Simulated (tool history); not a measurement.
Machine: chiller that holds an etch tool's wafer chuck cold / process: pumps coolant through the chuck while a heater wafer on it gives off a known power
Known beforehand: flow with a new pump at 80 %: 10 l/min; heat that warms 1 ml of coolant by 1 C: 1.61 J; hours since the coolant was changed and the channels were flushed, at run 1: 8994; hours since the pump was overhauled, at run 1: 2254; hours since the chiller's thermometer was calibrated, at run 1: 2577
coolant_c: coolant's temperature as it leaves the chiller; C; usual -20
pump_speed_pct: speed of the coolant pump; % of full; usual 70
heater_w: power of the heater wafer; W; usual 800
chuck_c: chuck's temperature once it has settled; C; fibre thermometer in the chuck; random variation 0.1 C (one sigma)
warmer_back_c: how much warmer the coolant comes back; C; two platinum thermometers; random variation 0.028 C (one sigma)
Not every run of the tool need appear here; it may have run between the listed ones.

run,hour,coolant_c,pump_speed_pct,heater_w,hours since the coolant was changed and the channels were flushed,hours since the pump was overhauled,hours since the chiller's thermometer was calibrated,chuck_c,warmer_back_c
1,0,-20,70,800,8994,2254,2577,-9.8,3.56
2,33.2,-20,70,800,9027,2288,2610,-9.7,3.47
3,68.6,-10,70,800,9062,2323,2645,0.3,3.45
4,122.9,-10,70,800,9117,2377,2699,0.5,3.54
5,162.6,-10,70,800,9156,2417,2739,0.3,3.54
6,211.2,-10,70,800,9205,2466,2788,0.4,3.54
7,250.3,-20,70,1034,9244,2505,2827,-6.5,4.5
8,282.4,-20,70,1034,9276,2537,2859,-6.6,4.54
9,341,-20,70,1034,9335,2595,2918,-6.6,4.51
10,394.9,-20,70,800,9389,2649,2972,-9.6,3.56
11,435.9,-20,70,800,9430,2690,3012,-9.7,3.5
12,493.7,-20,70,800,9488,2748,3070,-9.6,3.51
13,553.3,-20,70,800,9547,2808,3130,-9.7,3.48
14,578.5,-20,70,800,9572,2833,3155,-9.7,3.51
15,635.9,-20,70,800,9630,2890,3213,-9.6,3.55
16,666.8,-20,70,800,9661,2921,3243,-9.8,3.55
17,725.8,-18,70,567,9720,2980,3302,-10.8,2.47
18,778.2,-16,99,1053,9772,3033,3355,-5.9,3.14
19,819.7,-20,61,856,9814,3074,3396,-7.4,4.42
20,852.5,-20,61,856,9846,3107,3429,-7.4,4.46
# hour 884.6: coolant changed, channels flushed
21,894.6,-24,61,818,10,3143,3465,-13.3,4.2
22,927.6,-24,61,818,43,3176,3498,-13,4.2
23,972.2,-26,84,848,88,3221,3543,-17.6,3
24,1013.7,-26,84,848,129,3262,3584,-17.7,3.07
25,1042.9,-29,78,878,158,3291,3614,-19.7,3.43
26,1089.4,-12,91,1176,205,3338,3660,-1,3.86
27,1115.8,-24,70,800,231,3364,3686,-14.6,3.52
28,1140.5,-20,73,800,256,3389,3711,-11.2,3.37
29,1169.9,-20,73,800,285,3418,3741,-10.9,3.35
30,1227.9,-20,73,800,343,3476,3798,-10.9,3.39
31,1273.1,-17,82,402,388,3521,3844,-13.2,1.51
32,1304.1,-20,73,964,419,3552,3875,-9.3,4.02

Some steps in chuck_c between neighbouring runs. How much of each would the tool show without its hidden state too (settings, what came in, random variation), and how much is left for the hidden state, with any gauge scatter that isn't in both results?
The tool's hidden condition here consists of: heat passed by the chuck's channels, % of clean ones'; flow at a given pump speed, % of a new pump's; coolant's true temperature over the reading, C; drift of the gauge itself on chuck_c, C; drift of the gauge itself on warmer_back_c, C.
Run 2 -> 3: coolant_c -20 -> -10. chuck_c +10 C: hidden state +0, all else +10.
Run 6 -> 7: coolant_c -10 -> -20, heater_w 800 -> 1034. chuck_c -6.9 C: hidden state +0.3, all else -7.2.
Run 9 -> 10: heater_w 1034 -> 800. chuck_c -3 C: hidden state -0.3, all else -2.7.
Run 20 -> 21: coolant_c -20 -> -24, heater_w 856 -> 818, coolant changed, channels flushed. chuck_c -5.9 C: hidden state -1.2, all else -4.7.
Run 25 -> 26: coolant_c -29 -> -12, pump_speed_pct 78 -> 91, heater_w 878 -> 1176. chuck_c +18.7 C: hidden state -0.1, all else +18.8.
Run 26 -> 27: coolant_c -12 -> -24, pump_speed_pct 91 -> 70, heater_w 1176 -> 800. chuck_c -13.6 C: hidden state +0, all else -13.6.
